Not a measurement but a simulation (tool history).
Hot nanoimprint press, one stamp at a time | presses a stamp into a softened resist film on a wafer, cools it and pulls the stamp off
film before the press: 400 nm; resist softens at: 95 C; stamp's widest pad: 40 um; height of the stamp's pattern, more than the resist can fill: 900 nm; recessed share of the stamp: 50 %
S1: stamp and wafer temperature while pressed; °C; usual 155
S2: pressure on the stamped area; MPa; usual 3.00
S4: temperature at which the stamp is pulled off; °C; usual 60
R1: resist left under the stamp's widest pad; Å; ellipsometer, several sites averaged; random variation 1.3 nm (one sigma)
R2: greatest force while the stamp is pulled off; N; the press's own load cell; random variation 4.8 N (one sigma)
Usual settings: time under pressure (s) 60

run 1 hour=0.0 | S1=155 S2=3.00 time_under_pressure_(s)=60 S4=60 | R1=1910 R2=246
run 2 hour=38.6 | S1=155 S2=3.00 time_under_pressure_(s)=60 S4=60 | R1=1947 R2=247
run 3 hour=70.6 | S1=155 S2=3.00 time_under_pressure_(s)=60 S4=60 | R1=1916 R2=248
run 4 hour=108.9 | S1=155 S2=3.00 time_under_pressure_(s)=60 S4=60 | R1=1940 R2=260
-- hour=132.6 stamp cleaned and given a new release coat
run 5 hour=151.8 | S1=155 S2=2.51 time_under_pressure_(s)=60 S4=60 | R1=2112 R2=243
run 6 hour=177.9 | S1=152 S2=2.51 time_under_pressure_(s)=60 S4=60 | R1=2433 R2=239
run 7 hour=226.2 | S1=152 S2=2.51 time_under_pressure_(s)=60 S4=60 | R1=2436 R2=260
run 8 hour=254.6 | S1=152 S2=2.51 time_under_pressure_(s)=60 S4=60 | R1=2418 R2=250
run 9 hour=299.6 | S1=152 S2=2.51 time_under_pressure_(s)=60 S4=60 | R1=2472 R2=249
run 10 hour=346.6 | S1=155 S2=3.00 time_under_pressure_(s)=60 S4=60 | R1=2019 R2=256
run 11 hour=387.5 | S1=155 S2=3.00 time_under_pressure_(s)=60 S4=60 | R1=2007 R2=250
run 12 hour=428.3 | S1=155 S2=3.00 time_under_pressure_(s)=60 S4=60 | R1=1997 R2=256
run 13 hour=450.7 | S1=155 S2=3.00 time_under_pressure_(s)=60 S4=60 | R1=2029 R2=259
run 14 hour=490.8 | S1=155 S2=3.00 time_under_pressure_(s)=60 S4=60 | R1=2013 R2=266
-- hour=510.2 stamp cleaned and given a new release coat
run 15 hour=534.4 | S1=155 S2=3.00 time_under_pressure_(s)=34 S4=60 | R1=2459 R2=235
run 16 hour=566.9 | S1=155 S2=3.00 time_under_pressure_(s)=34 S4=60 | R1=2461 R2=234
run 17 hour=613.2 | S1=155 S2=2.28 time_under_pressure_(s)=60 S4=60 | R1=2284 R2=238
run 18 hour=659.5 | S1=159 S2=2.28 time_under_pressure_(s)=60 S4=48 | R1=1922 R2=314
run 19 hour=687.6 | S1=159 S2=2.28 time_under_pressure_(s)=110 S4=48 | R1=1506 R2=321
run 20 hour=734.1 | S1=155 S2=2.19 time_under_pressure_(s)=60 S4=55 | R1=2356 R2=283
run 21 hour=781.7 | S1=155 S2=2.19 time_under_pressure_(s)=60 S4=55 | R1=2336 R2=289
run 22 hour=822.6 | S1=152 S2=3.00 time_under_pressure_(s)=60 S4=60 | R1=2423 R2=259
run 23 hour=858.5 | S1=155 S2=2.71 time_under_pressure_(s)=60 S4=60 | R1=2180 R2=267
-- hour=888.2 stamp cleaned and given a new release coat
run 24 hour=906.2 | S1=155 S2=3.37 time_under_pressure_(s)=118 S4=60 | R1=1547 R2=245
-- hour=934.2 plate thermocouple calibrated
run 25 hour=936.0 | S1=155 S2=2.54 time_under_pressure_(s)=60 S4=68 | R1=2139 R2=197
run 26 hour=972.5 | S1=150 S2=2.54 time_under_pressure_(s)=35 S4=68 | R1=3014 R2=198
run 27 hour=997.5 | S1=151 S2=4.58 time_under_pressure_(s)=44 S4=57 | R1=2292 R2=272
run 28 hour=1046.8 | S1=161 S2=2.30 time_under_pressure_(s)=60 S4=65 | R1=1674 R2=220
run 29 hour=1074.2 | S1=161 S2=3.84 time_under_pressure_(s)=60 S4=65 | R1=1344 R2=219

Some steps in R1 between neighbouring runs. How much of each would the tool show without its hidden state too (settings, what came in, random variation), and how much is left for the hidden state, with any gauge scatter that isn't in both results?
The hidden state here: true temperature over the reading, C; pressure that arrives at the usual setting, %; grip of the stamp's worn release coat, % over a new coat's; drift of the gauge itself on residual_nm, %; drift of the gauge itself on pull_off_n, %.
Run 19 -> 20: S1 159 -> 155, S2 2.28 -> 2.19, time under pressure (s) 110 -> 60, S4 48 -> 55. R1 +850 Å: hidden state +44, all else +806.
Run 24 -> 25: S2 3.37 -> 2.54, time under pressure (s) 118 -> 60, S4 60 -> 68, plate thermocouple calibrated. R1 +592 Å: hidden state -105, all else +697.
Run 25 -> 26: S1 155 -> 150, time under pressure (s) 60 -> 35. R1 +875 Å: hidden state +3, all else +872.
